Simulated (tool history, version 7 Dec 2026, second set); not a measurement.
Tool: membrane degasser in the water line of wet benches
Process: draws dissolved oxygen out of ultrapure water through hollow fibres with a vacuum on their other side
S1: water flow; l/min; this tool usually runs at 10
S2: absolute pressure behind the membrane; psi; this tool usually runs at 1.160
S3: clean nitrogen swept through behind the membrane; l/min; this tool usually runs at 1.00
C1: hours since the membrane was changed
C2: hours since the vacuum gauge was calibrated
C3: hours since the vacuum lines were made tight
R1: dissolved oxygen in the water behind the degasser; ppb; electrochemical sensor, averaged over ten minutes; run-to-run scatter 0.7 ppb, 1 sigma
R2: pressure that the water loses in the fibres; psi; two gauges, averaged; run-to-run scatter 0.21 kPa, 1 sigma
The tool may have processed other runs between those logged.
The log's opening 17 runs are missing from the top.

run,day,S1,S2,S3,C1,C2,C3,R1,R2
18,28.133,8,2.368,1.00,2461,1899,4101,249.7,7.648
19,30.196,6,2.740,0.55,2511,1948,4150,389.7,5.716
20,32.196,6,2.740,0.55,2559,1996,4198,389.8,5.701
21,34.571,6,2.740,0.55,2616,2053,4255,390.8,5.720
22,35.850,16,0.857,1.43,2646,2084,4286,97.9,15.226
23,36.879,16,0.857,1.43,2671,2109,4311,97.8,15.191
24,37.975,11,0.998,0.47,2697,2135,4337,197.6,10.409
25,39.662,11,0.998,0.47,2738,2176,4378,195.4,10.433
# day 41.683: seals of the vacuum lines changed
26,41.683,10,1.160,1.00,2784,2222,0,120.5,9.530
27,44.062,10,1.160,1.00,2841,2279,57,119.8,9.462
28,46.104,10,1.160,1.00,2890,2328,106,120.1,9.503
29,47.304,13,1.160,1.00,2919,2357,135,158.3,12.359

The next listed run, before its measurement:
30,48.700,13,1.160,1.00,2953,2390,168,?,?

Run 30 came out at R1 157.6 ppb, R2 12.337 psi.
Without the tool's hidden state the same run would have given R1 157.4 ppb, R2 12.333 psi.
